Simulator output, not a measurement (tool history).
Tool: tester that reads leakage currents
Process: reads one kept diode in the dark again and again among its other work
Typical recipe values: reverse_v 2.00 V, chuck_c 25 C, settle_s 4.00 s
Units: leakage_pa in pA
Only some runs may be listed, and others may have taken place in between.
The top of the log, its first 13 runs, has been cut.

run	day	reverse_v	chuck_c	settle_s	leakage_pa
14	43.138	2.00	25	1.57	44.37
15	46.442	2.00	25	1.57	44.63
16	48.404	2.00	25	1.57	44.60
17	50.754	2.00	25	1.57	44.33
18	53.225	2.00	25	1.57	44.34
19	55.154	2.00	25	1.57	44.47
20	58.329	2.00	25	4.00	44.02
21	60.412	1.52	57	1.48	319.83
22	64.229	2.20	26	3.22	49.12
# day 66.375: chuck's temperature calibrated
23	66.654	2.20	26	3.22	51.71
24	69.704	4.89	38	6.83	177.04
25	73.367	4.89	38	6.83	176.15

Run 26, settings as shown, results not yet in. Your forecast:
26	76.504	4.89	38	0.48	?

{"run 26": {"leakage_pa": 177.53}}
With no hidden state in the tool, this same run would have given leakage_pa 176.25 pA.

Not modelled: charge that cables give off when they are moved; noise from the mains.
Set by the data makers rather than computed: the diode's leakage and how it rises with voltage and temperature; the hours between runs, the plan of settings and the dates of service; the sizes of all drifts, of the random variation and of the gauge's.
